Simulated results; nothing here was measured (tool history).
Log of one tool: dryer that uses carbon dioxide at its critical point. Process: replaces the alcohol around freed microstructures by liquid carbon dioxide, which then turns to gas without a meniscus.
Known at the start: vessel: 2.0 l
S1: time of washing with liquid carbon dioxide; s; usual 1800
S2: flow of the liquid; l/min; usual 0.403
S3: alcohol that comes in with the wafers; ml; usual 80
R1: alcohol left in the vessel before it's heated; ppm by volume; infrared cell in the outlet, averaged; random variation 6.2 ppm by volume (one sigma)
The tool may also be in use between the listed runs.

{"run": 1, "hour": 0.0, "S1": 1800, "S2": 0.403, "S3": 80, "R1": 361}
{"run": 2, "hour": 13.2, "S1": 1800, "S2": 0.403, "S3": 80, "R1": 364}
{"run": 3, "hour": 34.3, "S1": 1800, "S2": 0.403, "S3": 80, "R1": 367}
{"run": 4, "hour": 45.5, "S1": 1800, "S2": 0.403, "S3": 79, "R1": 381}
{"run": 5, "hour": 65.4, "S1": 1800, "S2": 0.403, "S3": 79, "R1": 410}
{"run": 6, "hour": 85.2, "S1": 1800, "S2": 0.403, "S3": 80, "R1": 410}
{"run": 7, "hour": 107.1, "S1": 1800, "S2": 0.403, "S3": 80, "R1": 418}
{"run": 8, "hour": 126.1, "S1": 1800, "S2": 0.403, "S3": 80, "R1": 441}
{"run": 9, "hour": 140.8, "S1": 1800, "S2": 0.383, "S3": 80, "R1": 564}
{"run": 10, "hour": 158.4, "S1": 1800, "S2": 0.383, "S3": 80, "R1": 591}
{"run": 11, "hour": 172.5, "S1": 1800, "S2": 0.384, "S3": 80, "R1": 573}
{"run": 12, "hour": 183.5, "S1": 1260, "S2": 0.403, "S3": 54, "R1": 1205}
{"run": 13, "hour": 198.1, "S1": 2760, "S2": 0.394, "S3": 33, "R1": 97}

Run 14 comes next. What will it give?
{"run": 14, "hour": 215.5, "S1": 1080, "S2": 0.558, "S3": 103, "R1": "?"}

Run 14 gave R1 1380 ppm by volume.
Without the tool's hidden state the same run would have given R1 776 ppm by volume.
